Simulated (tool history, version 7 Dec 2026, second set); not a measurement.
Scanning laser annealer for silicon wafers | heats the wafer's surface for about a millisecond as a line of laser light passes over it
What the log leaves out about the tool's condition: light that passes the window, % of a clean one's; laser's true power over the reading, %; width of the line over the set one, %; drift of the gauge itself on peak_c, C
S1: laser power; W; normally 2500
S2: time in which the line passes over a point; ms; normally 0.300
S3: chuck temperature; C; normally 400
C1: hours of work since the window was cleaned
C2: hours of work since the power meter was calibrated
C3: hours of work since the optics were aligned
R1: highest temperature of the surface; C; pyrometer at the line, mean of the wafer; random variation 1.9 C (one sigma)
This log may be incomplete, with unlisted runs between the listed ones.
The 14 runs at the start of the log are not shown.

run   hour    S1     S2   S3   C1    C2    C3    R1
 15  592.7  2500  0.300  400  445  1187  1058  1117
 16  636.0  2500  0.300  400  470  1212  1082  1120
 17  667.5  2500  0.300  400  488  1230  1100  1119
 18  688.8  2500  0.300  400  500  1242  1113  1115
 19  728.8  2500  0.300  400  523  1264  1135  1112
 20  754.1  2500  0.300  400  537  1279  1150  1119
 21  795.7  2500  0.300  360  561  1303  1173  1070
 22  819.0  2500  0.300  360  574  1316  1187  1071
 23  859.7  2368  0.258  385  598  1339  1210  1000
 24  897.4  2129  0.335  400  619  1361  1231  1023
 25  944.5  2208  0.333  399  646  1387  1258  1048
 26  991.6  2355  0.225  370  673  1414  1285   929

Forecast run 27:
 27  1032.3  2500  0.214  416  696  1437  1308   ?

{"run 27": {"R1": 997}}
Without the tool's hidden state the same run would have given R1 1036 C.
